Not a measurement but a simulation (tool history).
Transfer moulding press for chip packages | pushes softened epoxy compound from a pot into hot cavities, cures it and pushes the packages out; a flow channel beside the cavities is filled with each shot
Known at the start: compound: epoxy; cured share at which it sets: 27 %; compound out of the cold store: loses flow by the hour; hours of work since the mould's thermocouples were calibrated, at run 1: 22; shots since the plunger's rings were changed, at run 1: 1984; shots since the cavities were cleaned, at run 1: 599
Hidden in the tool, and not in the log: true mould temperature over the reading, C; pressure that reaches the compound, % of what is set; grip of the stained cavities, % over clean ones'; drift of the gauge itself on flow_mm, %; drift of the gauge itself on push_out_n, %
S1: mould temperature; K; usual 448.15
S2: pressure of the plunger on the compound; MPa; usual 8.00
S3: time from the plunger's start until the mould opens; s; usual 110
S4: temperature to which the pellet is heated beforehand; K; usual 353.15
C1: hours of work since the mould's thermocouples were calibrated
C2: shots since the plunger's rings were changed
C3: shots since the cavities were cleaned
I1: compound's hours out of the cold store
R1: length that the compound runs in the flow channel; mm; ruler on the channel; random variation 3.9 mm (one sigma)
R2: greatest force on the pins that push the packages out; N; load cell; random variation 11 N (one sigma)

run 1 day=0.000 | S1=448.15 S2=8.00 S3=110 S4=353.15 | C1=22 C2=1984 C3=599 | I1=40.8 | R1=685 R2=844
run 2 day=0.192 | S1=448.15 S2=7.07 S3=110 S4=353.15 | C1=24 C2=2027 C3=642 | I1=26.1 | R1=670 R2=816
run 3 day=0.388 | S1=448.15 S2=7.07 S3=110 S4=353.15 | C1=27 C2=2071 C3=686 | I1=45.0 | R1=636 R2=825
-- day=0.629 cavities cleaned with cleaning compound and waxed
run 4 day=0.758 | S1=448.15 S2=8.00 S3=93 S4=353.15 | C1=32 C2=2140 C3=29 | I1=21.4 | R1=729 R2=772
run 5 day=1.029 | S1=448.15 S2=6.74 S3=110 S4=353.15 | C1=35 C2=2200 C3=89 | I1=15.7 | R1=675 R2=600
run 6 day=1.208 | S1=448.15 S2=6.74 S3=110 S4=353.15 | C1=38 C2=2241 C3=130 | I1=15.7 | R1=690 R2=644
run 7 day=1.604 | S1=448.15 S2=6.74 S3=110 S4=353.15 | C1=43 C2=2329 C3=218 | I1=32.7 | R1=636 R2=711
run 8 day=1.942 | S1=448.15 S2=9.51 S3=110 S4=353.15 | C1=48 C2=2405 C3=294 | I1=44.4 | R1=727 R2=715
run 9 day=2.138 | S1=448.15 S2=9.51 S3=110 S4=353.15 | C1=51 C2=2449 C3=338 | I1=31.2 | R1=765 R2=701
run 10 day=2.462 | S1=453.15 S2=9.51 S3=110 S4=353.15 | C1=56 C2=2522 C3=411 | I1=9.1 | R1=800 R2=668
run 11 day=2.867 | S1=453.15 S2=9.51 S3=110 S4=353.15 | C1=61 C2=2613 C3=502 | I1=39.2 | R1=724 R2=694
run 12 day=3.150 | S1=448.15 S2=8.00 S3=123 S4=353.15 | C1=65 C2=2676 C3=565 | I1=43.3 | R1=669 R2=699
run 13 day=3.542 | S1=448.15 S2=8.00 S3=123 S4=353.15 | C1=71 C2=2763 C3=652 | I1=33.8 | R1=692 R2=700
-- day=3.808 plunger's sealing rings changed
run 14 day=3.938 | S1=448.15 S2=8.00 S3=110 S4=353.15 | C1=75 C2=29 C3=718 | I1=39.0 | R1=703 R2=841
-- day=4.033 cavities cleaned with cleaning compound and waxed
run 15 day=4.404 | S1=448.15 S2=7.58 S3=110 S4=353.15 | C1=81 C2=120 C3=84 | I1=31.4 | R1=698 R2=624
run 16 day=4.688 | S1=448.15 S2=7.58 S3=122 S4=350.15 | C1=85 C2=183 C3=147 | I1=41.2 | R1=680 R2=583
run 17 day=4.858 | S1=448.15 S2=8.78 S3=129 S4=350.15 | C1=87 C2=221 C3=185 | I1=22.9 | R1=781 R2=586

Forecast run 18:
run 18 day=5.175 | S1=448.15 S2=8.00 S3=107 S4=353.15 | C1=91 C2=292 C3=256 | I1=8.4 | R1=? R2=?

R1: 777 mm
R2: 764 N
Without the tool's hidden state the same run would have given R1 781 mm, R2 581 N.
